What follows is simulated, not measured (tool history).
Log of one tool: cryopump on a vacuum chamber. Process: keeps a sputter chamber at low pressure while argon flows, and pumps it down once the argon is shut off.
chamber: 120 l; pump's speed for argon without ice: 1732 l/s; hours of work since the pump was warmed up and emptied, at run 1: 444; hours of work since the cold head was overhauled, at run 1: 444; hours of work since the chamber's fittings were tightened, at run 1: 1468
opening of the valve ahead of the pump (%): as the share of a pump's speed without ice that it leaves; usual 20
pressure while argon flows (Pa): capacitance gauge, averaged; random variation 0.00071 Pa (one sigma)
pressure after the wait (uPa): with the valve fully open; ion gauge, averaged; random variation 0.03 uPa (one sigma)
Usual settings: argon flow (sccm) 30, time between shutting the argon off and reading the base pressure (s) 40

run   hour  argon flow (sccm)  time between shutting the argon off and reading the base pressure (s)  opening of the valve ahead of the pump (%)  hours of work since the pump was warmed up and emptied  hours of work since the cold head was overhauled  hours of work since the chamber's fittings were tightened  pressure while argon flows (Pa)  pressure after the wait (uPa)
  1    0.0                 30                                                                     40                                          20                                                     444                                               444                                                       1468                           0.1493                           2.38
  2   17.6                 30                                                                     40                                          20                                                     458                                               458                                                       1482                           0.1485                           2.45
  3   40.5                 30                                                                     40                                          20                                                     476                                               476                                                       1500                           0.1489                           2.48
  4   62.4                 30                                                                     40                                          20                                                     493                                               493                                                       1517                           0.1474                           2.43
  5   86.1                 30                                                                     40                                          20                                                     512                                               512                                                       1536                           0.1489                           2.52
  6  114.7                 30                                                                     40                                          20                                                     534                                               534                                                       1559                           0.1496                           2.50
  7  142.6                 30                                                                     33                                          20                                                     556                                               556                                                       1581                           0.1497                           2.88
  8  156.1                 30                                                                     33                                          20                                                     567                                               567                                                       1591                           0.1496                           2.83
  9  185.5                 16                                                                     40                                          20                                                     590                                               590                                                       1614                           0.0787                           2.51
 10  212.9                 16                                                                     40                                          20                                                     612                                               612                                                       1636                           0.0795                           2.57
 11  230.8                 16                                                                     40                                          20                                                     626                                               626                                                       1650                           0.0796                           2.61
 12  251.6                 16                                                                     40                                          20                                                     642                                               642                                                       1667                           0.0792                           2.60
     258.3  -- leaking fittings of the chamber tightened, without venting
 13  280.2                 16                                                                     40                                          20                                                     663                                               663                                                         17                           0.0800                           1.54
 14  292.7                 16                                                                     40                                          20                                                     673                                               673                                                         27                           0.0799                           1.49
 15  318.7                 16                                                                     40                                          20                                                     694                                               694                                                         48                           0.0788                           1.50
 16  348.4                 47                                                                     40                                          32                                                     717                                               717                                                         71                           0.1488                           1.56
 17  378.9                 47                                                                     40                                          32                                                     741                                               741                                                         95                           0.1490                           1.59
 18  400.1                 47                                                                     40                                          29                                                     758                                               758                                                        112                           0.1638                           1.57
 19  423.1                 34                                                                     48                                          20                                                     776                                               776                                                        130                           0.1716                           1.39
 20  436.8                 34                                                                     48                                          20                                                     787                                               787                                                        141                           0.1710                           1.39
 21  452.0                 12                                                                     43                                          20                                                     799                                               799                                                        153                           0.0602                           1.56
 22  467.7                 12                                                                     32                                          43                                                     811                                               811                                                        165                           0.0292                           1.92
 23  483.8                 29                                                                     24                                          22                                                     824                                               824                                                        178                           0.1321                           2.56
 24  501.3                 29                                                                     24                                          22                                                     837                                               837                                                        191                           0.1330                           2.53
 25  516.3                 29                                                                     24                                          22                                                     849                                               849                                                        203                           0.1327                           2.45
 26  534.2                 29                                                                    123                                          22                                                     863                                               863                                                        217                           0.1327                           0.81
 27  555.5                 27                                                                     40                                          24                                                     880                                               880                                                        234                           0.1141                           1.65
 28  582.4                 22                                                                     40                                          42                                                     901                                               901                                                        255                           0.0548                           1.71

Forecast each of these 4 alternatives for the next run:
  A  603.1                 48                                                                    297                                          20                                                     918                                               918                                                        272                                ?                              ?
  B  603.1                 20                                                                    206                                          42                                                     918                                               918                                                        272                                ?                              ?
  C  603.1                 22                                                                     40                                          16                                                     918                                               918                                                        272                                ?                              ?
  D  603.1                 60                                                                     40                                          56                                                     918                                               918                                                        272                                ?                              ?

run  pressure while argon flows (Pa)  pressure after the wait (uPa)
  A                           0.2406                           0.61
  B                           0.0496                           0.64
  C                           0.1368                           1.70
  D                           0.1128                           1.71
Without the tool's hidden state the same runs would have given:
run  pressure while argon flows (Pa)  pressure after the wait (uPa)
  A                           0.2337                           0.36
  B                           0.0467                           0.40
  C                           0.1336                           1.45
  D                           0.1042                           1.46

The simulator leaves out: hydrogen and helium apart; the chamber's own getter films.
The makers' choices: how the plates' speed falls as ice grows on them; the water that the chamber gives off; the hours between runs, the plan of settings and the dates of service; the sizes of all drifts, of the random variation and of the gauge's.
